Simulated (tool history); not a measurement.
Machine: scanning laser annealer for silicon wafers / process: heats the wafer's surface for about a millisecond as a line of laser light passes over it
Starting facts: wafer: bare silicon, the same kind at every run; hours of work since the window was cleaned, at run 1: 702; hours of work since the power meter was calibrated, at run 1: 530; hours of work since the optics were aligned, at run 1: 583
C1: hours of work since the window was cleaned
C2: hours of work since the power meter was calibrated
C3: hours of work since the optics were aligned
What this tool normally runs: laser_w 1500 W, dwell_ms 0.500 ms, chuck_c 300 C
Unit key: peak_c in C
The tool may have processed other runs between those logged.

Run 1, day 0.000: usual settings; C1 702; C2 530; C3 583. Result: peak_c 1020 C.
Run 2, day 0.921: usual settings; C1 715; C2 543; C3 595. Result: peak_c 1018 C.
Run 3, day 1.825: usual settings but laser_w 1305 W; C1 727; C2 555; C3 607. Result: peak_c 921 C.
Run 4, day 2.412: usual settings but laser_w 1498 W; C1 735; C2 563; C3 615. Result: peak_c 1015 C.
Run 5, day 3.154: usual settings; C1 745; C2 572; C3 625. Result: peak_c 1018 C.
Run 6, day 3.862: usual settings; C1 754; C2 582; C3 634. Result: peak_c 1016 C.
Run 7, day 4.825: usual settings; C1 767; C2 595; C3 647. Result: peak_c 1017 C.
Run 8, day 6.121: usual settings but chuck_c 281 C; C1 784; C2 612; C3 664. Result: peak_c 996 C.
Run 9, day 7.488: usual settings but chuck_c 281 C; C1 803; C2 630; C3 683. Result: peak_c 994 C.
Run 10, day 8.538: usual settings but chuck_c 281 C; C1 817; C2 644; C3 697. Result: peak_c 991 C.
Run 11, day 9.750: usual settings but chuck_c 294 C; C1 833; C2 661; C3 713. Result: peak_c 1007 C.
Run 12, day 10.975: usual settings but chuck_c 294 C; C1 849; C2 677; C3 729. Result: peak_c 1003 C.
Run 13, day 11.738: usual settings but chuck_c 287 C; C1 859; C2 687; C3 740. Result: peak_c 998 C.
At day 11.950: window over the wafer cleaned.
Run 14, day 13.125: usual settings but chuck_c 287 C; C1 16; C2 705; C3 757. Result: peak_c 1038 C.
Run 15, day 14.154: usual settings but laser_w 1451 W, chuck_c 287 C; C1 29; C2 718; C3 771. Result: peak_c 1008 C.
At day 14.692: optics aligned, line set to its width.
Run 16, day 14.921: usual settings but laser_w 1445 W, dwell_ms 0.392 ms, chuck_c 287 C; C1 37; C2 726; C3 3. Result: peak_c 926 C.
Run 17, day 15.671: usual settings but laser_w 1505 W, chuck_c 271 C; C1 47; C2 736; C3 13. Result: peak_c 1035 C.
Run 18, day 16.650: usual settings but laser_w 1418 W, dwell_ms 0.458 ms; C1 60; C2 749; C3 26. Result: peak_c 983 C.
Run 19, day 17.592: usual settings but dwell_ms 0.404 ms; C1 73; C2 762; C3 39. Result: peak_c 975 C.
Run 20, day 18.575: usual settings but dwell_ms 0.404 ms; C1 86; C2 775; C3 52. Result: peak_c 974 C.
Run 21, day 19.171: usual settings but laser_w 1504 W, dwell_ms 0.523 ms, chuck_c 263 C; C1 94; C2 783; C3 60. Result: peak_c 1041 C.
Run 22, day 20.000: usual settings but laser_w 1599 W, dwell_ms 0.407 ms; C1 105; C2 794; C3 71. Result: peak_c 1026 C.
Run 23, day 20.971: usual settings but laser_w 1611 W, dwell_ms 0.470 ms, chuck_c 268 C; C1 118; C2 807; C3 84. Result: peak_c 1059 C.
Run 24, day 22.204: usual settings but laser_w 1611 W, dwell_ms 0.470 ms, chuck_c 268 C; C1 134; C2 823; C3 100. Result: peak_c 1054 C.
Run 25, day 23.304: usual settings but laser_w 1313 W, dwell_ms 0.498 ms, chuck_c 272 C; C1 149; C2 838; C3 115. Result: peak_c 928 C.
Run 26, day 24.308: usual settings but laser_w 1313 W, dwell_ms 0.498 ms, chuck_c 272 C; C1 162; C2 851; C3 129. Result: peak_c 925 C.
Run 27, day 25.021: usual settings but laser_w 1395 W, dwell_ms 0.531 ms, chuck_c 272 C; C1 172; C2 861; C3 138. Result: peak_c 994 C.
Run 28, day 26.046: usual settings but laser_w 1502 W, dwell_ms 0.531 ms, chuck_c 289 C; C1 186; C2 875; C3 152. Result: peak_c 1067 C.

Each row is a separate what-if for the run after 28, all from the same tool condition, not one after another. Results?
Run A, day 27.325: usual settings but laser_w 1502 W, dwell_ms 0.525 ms, chuck_c 289 C; C1 203; C2 892; C3 169. Result: peak_c ?.
Run B, day 27.325: usual settings but laser_w 1382 W, dwell_ms 0.419 ms, chuck_c 287 C; C1 203; C2 892; C3 169. Result: peak_c ?.
Run C, day 27.325: usual settings but laser_w 1502 W, dwell_ms 0.368 ms, chuck_c 289 C; C1 203; C2 892; C3 169. Result: peak_c ?.
Run D, day 27.325: usual settings but laser_w 1381 W, dwell_ms 0.522 ms, chuck_c 339 C; C1 203; C2 892; C3 169. Result: peak_c ?.

run  peak_c
  A    1059
  B     910
  C     919
  D    1044
Take away the tool's hidden state, keep each run's random variation, and the runs would have read:
run  peak_c
  A    1082
  B     928
  C     938
  D    1064

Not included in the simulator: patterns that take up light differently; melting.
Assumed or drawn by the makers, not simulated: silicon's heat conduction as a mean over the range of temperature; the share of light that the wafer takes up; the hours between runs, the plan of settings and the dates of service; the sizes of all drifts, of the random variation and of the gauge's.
